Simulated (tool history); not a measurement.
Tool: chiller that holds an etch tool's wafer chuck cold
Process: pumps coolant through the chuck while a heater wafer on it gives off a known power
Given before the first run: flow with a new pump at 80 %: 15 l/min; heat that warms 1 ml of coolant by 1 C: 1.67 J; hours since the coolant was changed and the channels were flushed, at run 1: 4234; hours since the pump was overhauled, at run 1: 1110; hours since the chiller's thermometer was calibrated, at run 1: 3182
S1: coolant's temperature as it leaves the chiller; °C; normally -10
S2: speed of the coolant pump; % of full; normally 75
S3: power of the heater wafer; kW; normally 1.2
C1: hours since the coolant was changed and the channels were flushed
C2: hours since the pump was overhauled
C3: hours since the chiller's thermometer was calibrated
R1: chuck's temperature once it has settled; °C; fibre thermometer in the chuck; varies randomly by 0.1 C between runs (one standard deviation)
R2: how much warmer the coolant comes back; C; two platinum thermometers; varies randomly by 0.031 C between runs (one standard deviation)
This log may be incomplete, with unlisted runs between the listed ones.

run 1 hour=0 | S1=-10 S2=75 S3=1.2 | C1=4234 C2=1110 C3=3182 | R1=-1.4 R2=3.11
run 2 hour=22.5 | S1=-10 S2=75 S3=1.2 | C1=4257 C2=1132 C3=3205 | R1=-1.7 R2=3.15
run 3 hour=54.8 | S1=-10 S2=75 S3=1.2 | C1=4289 C2=1165 C3=3237 | R1=-1.4 R2=3.11
run 4 hour=83.5 | S1=-10 S2=75 S3=1.2 | C1=4318 C2=1193 C3=3266 | R1=-1.7 R2=3.08
run 5 hour=112.3 | S1=-10 S2=75 S3=1.2 | C1=4347 C2=1222 C3=3295 | R1=-1.5 R2=3.14
run 6 hour=137.6 | S1=-10 S2=75 S3=1.702 | C1=4372 C2=1247 C3=3320 | R1=2 R2=4.52
run 7 hour=161.5 | S1=-10 S2=75 S3=1.702 | C1=4396 C2=1271 C3=3344 | R1=2.3 R2=4.44
run 8 hour=177.6 | S1=-10 S2=75 S3=1.2 | C1=4412 C2=1287 C3=3360 | R1=-1.2 R2=3.14
run 9 hour=193.7 | S1=-10 S2=75 S3=0.649 | C1=4428 C2=1304 C3=3376 | R1=-5.5 R2=1.7
-- hour=201.4 coolant pump overhauled
run 10 hour=216.2 | S1=-10 S2=75 S3=0.649 | C1=4446 C2=15 C3=3394 | R1=-5.4 R2=1.76
run 11 hour=236.6 | S1=-10 S2=75 S3=0.649 | C1=4466 C2=35 C3=3414 | R1=-5.4 R2=1.7
-- hour=261.5 chiller's thermometer calibrated
run 12 hour=262.4 | S1=-10 S2=75 S3=0.649 | C1=4491 C2=60 C3=1 | R1=-5.1 R2=1.74
run 13 hour=288.8 | S1=-10 S2=75 S3=0.649 | C1=4517 C2=86 C3=27 | R1=-5.1 R2=1.74
run 14 hour=306.1 | S1=-10 S2=75 S3=0.649 | C1=4534 C2=104 C3=45 | R1=-5.3 R2=1.7
run 15 hour=327.6 | S1=-10 S2=75 S3=1.71 | C1=4556 C2=125 C3=66 | R1=2.4 R2=4.58
run 16 hour=362.8 | S1=-10 S2=68 S3=1.2 | C1=4591 C2=160 C3=101 | R1=-0.5 R2=3.54
-- hour=376.1 coolant pump overhauled, once more
run 17 hour=383.6 | S1=-14 S2=70 S3=1.2 | C1=4607 C2=7 C3=117 | R1=-4.9 R2=3.27
run 18 hour=410.9 | S1=-8 S2=70 S3=0.808 | C1=4634 C2=35 C3=144 | R1=-2.1 R2=2.23
run 19 hour=434 | S1=0 S2=86 S3=1.641 | C1=4657 C2=58 C3=168 | R1=10.7 R2=3.66
run 20 hour=456.6 | S1=0 S2=86 S3=1.641 | C1=4680 C2=81 C3=190 | R1=10.7 R2=3.66
run 21 hour=486.9 | S1=0 S2=84 S3=0.642 | C1=4710 C2=111 C3=220 | R1=4.2 R2=1.46
run 22 hour=507.5 | S1=-2 S2=84 S3=0.626 | C1=4731 C2=131 C3=241 | R1=2 R2=1.43
run 23 hour=525.6 | S1=-2 S2=84 S3=0.626 | C1=4749 C2=149 C3=259 | R1=2.1 R2=1.45
run 24 hour=540.7 | S1=-10 S2=81 S3=1.2 | C1=4764 C2=165 C3=274 | R1=-1.9 R2=2.82
run 25 hour=570.8 | S1=-2 S2=88 S3=0.743 | C1=4794 C2=195 C3=304 | R1=2.7 R2=1.64
run 26 hour=599.1 | S1=-17 S2=83 S3=0.667 | C1=4822 C2=223 C3=333 | R1=-12.6 R2=1.59
run 27 hour=625.1 | S1=-10 S2=62 S3=1.2 | C1=4848 C2=249 C3=359 | R1=-0.1 R2=3.77
run 28 hour=650 | S1=-16 S2=98 S3=1.2 | C1=4873 C2=274 C3=383 | R1=-9 R2=2.4
run 29 hour=665 | S1=-16 S2=92 S3=0.853 | C1=4888 C2=289 C3=398 | R1=-10.8 R2=1.77
run 30 hour=698.8 | S1=-16 S2=92 S3=0.853 | C1=4922 C2=323 C3=432 | R1=-10.8 R2=1.77
run 31 hour=722.4 | S1=-16 S2=92 S3=0.853 | C1=4946 C2=346 C3=456 | R1=-10.7 R2=1.76

4 ways to go on from here, each from the tool as it stands after run 31. What would each give?
run A hour=739.7 | S1=-3 S2=75 S3=1.2 | C1=4963 C2=364 C3=473 | R1=? R2=?
run B hour=739.7 | S1=-14 S2=85 S3=0.853 | C1=4963 C2=364 C3=473 | R1=? R2=?
run C hour=739.7 | S1=-10 S2=87 S3=1.2 | C1=4963 C2=364 C3=473 | R1=? R2=?
run D hour=739.7 | S1=-10 S2=69 S3=1.2 | C1=4963 C2=364 C3=473 | R1=? R2=?

run=A R1=5.7 R2=3.07
run=B R1=-8.6 R2=1.92
run=C R1=-2.2 R2=2.6
run=D R1=-0.6 R2=3.38
With no hidden state in the tool, these same runs would have given:
run=A R1=4.9 R2=3.07
run=B R1=-9.1 R2=1.92
run=C R1=-3 R2=2.6
run=D R1=-1.4 R2=3.38
